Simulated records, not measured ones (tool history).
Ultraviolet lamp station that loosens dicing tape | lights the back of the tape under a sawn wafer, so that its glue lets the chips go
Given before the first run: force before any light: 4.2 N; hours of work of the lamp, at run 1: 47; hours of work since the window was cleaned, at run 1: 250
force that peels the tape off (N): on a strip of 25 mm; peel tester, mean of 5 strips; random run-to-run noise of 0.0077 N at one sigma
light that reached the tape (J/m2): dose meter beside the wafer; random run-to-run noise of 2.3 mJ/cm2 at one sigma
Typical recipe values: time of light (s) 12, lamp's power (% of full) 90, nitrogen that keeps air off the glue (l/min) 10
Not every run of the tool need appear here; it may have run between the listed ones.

run,hour,time of light (s),lamp's power (% of full),nitrogen that keeps air off the glue (l/min),hours of work of the lamp,hours of work since the window was cleaned,force that peels the tape off (N),light that reached the tape (J/m2)
1,0,12,90,10,47,250,0.294,2390
2,19.5,17,90,10,56,258,0.192,3410
3,50,17,90,10,70,272,0.187,3380
4,68.9,17,90,10,78,280,0.209,3380
5,105.4,11,90,10,94,296,0.344,2170
6,131.3,12,100,10,106,308,0.251,2670
7,161.1,12,100,10,119,321,0.249,2670
8,195.2,12,90,10,134,336,0.283,2400
9,230.4,12,90,10,149,352,0.292,2410
10,266.1,12,90,10,165,367,0.292,2380
11,283.1,12,78,10,173,375,0.374,2020
12,311.5,12,78,8,185,387,0.408,2070
13,333.6,6,78,8,195,397,1.14,1050
14,365.6,6,78,8,209,411,1.169,1020
15,396.9,6,78,8,223,425,1.148,1050
16,432.7,12,90,10,239,441,0.297,2390
# hour 461.4: window cleaned of glue's vapour
17,461.4,9,90,6,251,0,0.63,1740
18,499.1,11,69,7,268,17,0.626,1670
19,527.8,12,98,10,281,29,0.254,2580
20,549.4,15,90,3,290,39,0.416,3000
21,575.2,13,63,6,301,50,0.583,1800
22,594.6,10,98,10,310,59,0.326,2170
23,612.1,15,63,6,318,67,0.481,2080
24,636.9,15,63,6,329,78,0.468,2070

Estimate the outcome of run 25 from the log above:
25,670.2,12,81,6,343,92,?,?

{"run 25": {"force that peels the tape off (N)": 0.457, "light that reached the tape (J/m2)": 2140}}
On a tool with no hidden condition, and with the same random variation, this run would have come out at force that peels the tape off (N) 0.456, light that reached the tape (J/m2) 2150.
